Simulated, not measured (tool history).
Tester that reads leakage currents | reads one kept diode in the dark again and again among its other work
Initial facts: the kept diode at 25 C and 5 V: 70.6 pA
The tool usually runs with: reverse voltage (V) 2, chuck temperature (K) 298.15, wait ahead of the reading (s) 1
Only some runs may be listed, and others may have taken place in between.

run	hour	reverse voltage (V)	chuck temperature (K)	wait ahead of the reading (s)	current that the tester gives (pA)
1	0	2	298.15	1	42.84
2	119.1	2	326.15	1	405.9
3	206	2	294.15	1	30.05
4	307.5	2	294.15	1	30.23
5	379.1	7.28	298.15	1	89.31
6	488.5	7.28	298.15	2.1	87.91
7	543.8	7.28	298.15	2.1	88.26
8	647	18.53	296.15	1	128.26
9	739.9	4.28	322.15	0.86	459.65
10	805.8	19.08	306.15	1	301.68

Run 11 is up next; what results do you expect?
11	926.9	2	298.15	0.75	?

current that the tester gives (pA): 42.95
The same run, on a tool lacking any hidden state, would have yielded current that the tester gives (pA) 42.99.
